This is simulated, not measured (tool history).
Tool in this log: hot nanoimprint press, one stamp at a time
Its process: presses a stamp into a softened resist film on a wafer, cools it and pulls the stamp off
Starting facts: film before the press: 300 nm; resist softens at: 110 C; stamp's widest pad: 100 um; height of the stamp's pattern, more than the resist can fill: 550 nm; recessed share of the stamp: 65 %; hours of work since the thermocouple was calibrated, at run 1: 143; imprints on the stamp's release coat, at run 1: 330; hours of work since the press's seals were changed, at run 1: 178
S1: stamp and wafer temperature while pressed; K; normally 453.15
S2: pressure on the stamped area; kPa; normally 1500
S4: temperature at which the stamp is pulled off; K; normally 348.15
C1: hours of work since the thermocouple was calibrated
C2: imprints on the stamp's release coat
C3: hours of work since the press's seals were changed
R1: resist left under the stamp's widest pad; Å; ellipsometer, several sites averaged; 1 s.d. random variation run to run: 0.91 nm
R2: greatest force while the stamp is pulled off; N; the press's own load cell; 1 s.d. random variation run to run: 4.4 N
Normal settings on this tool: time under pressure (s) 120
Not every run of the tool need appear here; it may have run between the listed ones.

run 1 hour=0 | S1=453.15 S2=1500 time_under_pressure_(s)=120 S4=348.15 | C1=143 C2=330 C3=178 | R1=1326 R2=241
run 2 hour=30.4 | S1=453.15 S2=1500 time_under_pressure_(s)=120 S4=348.15 | C1=155 C2=395 C3=191 | R1=1324 R2=238
run 3 hour=56.1 | S1=453.15 S2=1280 time_under_pressure_(s)=120 S4=348.15 | C1=166 C2=450 C3=202 | R1=1445 R2=248
run 4 hour=91.5 | S1=453.15 S2=1280 time_under_pressure_(s)=120 S4=348.15 | C1=181 C2=526 C3=217 | R1=1460 R2=255
run 5 hour=127.1 | S1=453.15 S2=1500 time_under_pressure_(s)=120 S4=348.15 | C1=196 C2=602 C3=232 | R1=1322 R2=256
run 6 hour=160.2 | S1=453.15 S2=1500 time_under_pressure_(s)=120 S4=348.15 | C1=210 C2=673 C3=246 | R1=1340 R2=249
run 7 hour=208.3 | S1=453.15 S2=1500 time_under_pressure_(s)=120 S4=348.15 | C1=230 C2=776 C3=266 | R1=1342 R2=260
run 8 hour=248.7 | S1=451.15 S2=1500 time_under_pressure_(s)=120 S4=334.15 | C1=247 C2=863 C3=283 | R1=1483 R2=345
run 9 hour=309.7 | S1=451.15 S2=1500 time_under_pressure_(s)=120 S4=334.15 | C1=272 C2=993 C3=308 | R1=1487 R2=352
run 10 hour=360.5 | S1=451.15 S2=1500 time_under_pressure_(s)=120 S4=334.15 | C1=294 C2=1102 C3=329 | R1=1517 R2=371
run 11 hour=400.6 | S1=442.15 S2=2280 time_under_pressure_(s)=120 S4=334.15 | C1=310 C2=1188 C3=346 | R1=1910 R2=373
run 12 hour=433.5 | S1=442.15 S2=2280 time_under_pressure_(s)=120 S4=334.15 | C1=324 C2=1258 C3=360 | R1=1908 R2=379
run 13 hour=460.3 | S1=453.15 S2=1700 time_under_pressure_(s)=120 S4=348.15 | C1=335 C2=1315 C3=371 | R1=1285 R2=286
run 14 hour=494.7 | S1=456.15 S2=1700 time_under_pressure_(s)=105 S4=348.15 | C1=350 C2=1389 C3=386 | R1=1166 R2=292

Subtracting, for every run, the result it would have given without the tool's unlogged condition from the measured result gives the following. The same run-to-run variation enters both numbers; the gauge's scatter may not:
Hidden state present: true temperature over the reading, C; pressure that arrives at the usual setting, %; grip of the stamp's worn release coat, % over a new coat's; drift of the gauge itself on residual_nm, %; drift of the gauge itself on pull_off_n, %.
run=1 R1=+45 R2=+20
run=2 R1=+49 R2=+23
run=3 R1=+54 R2=+26
run=4 R1=+60 R2=+32
run=5 R1=+63 R2=+36
run=6 R1=+68 R2=+38
run=7 R1=+75 R2=+44
run=8 R1=+88 R2=+63
run=9 R1=+96 R2=+72
run=10 R1=+104 R2=+82
run=11 R1=+143 R2=+87
run=12 R1=+150 R2=+94
run=13 R1=+107 R2=+75
run=14 R1=+102 R2=+79
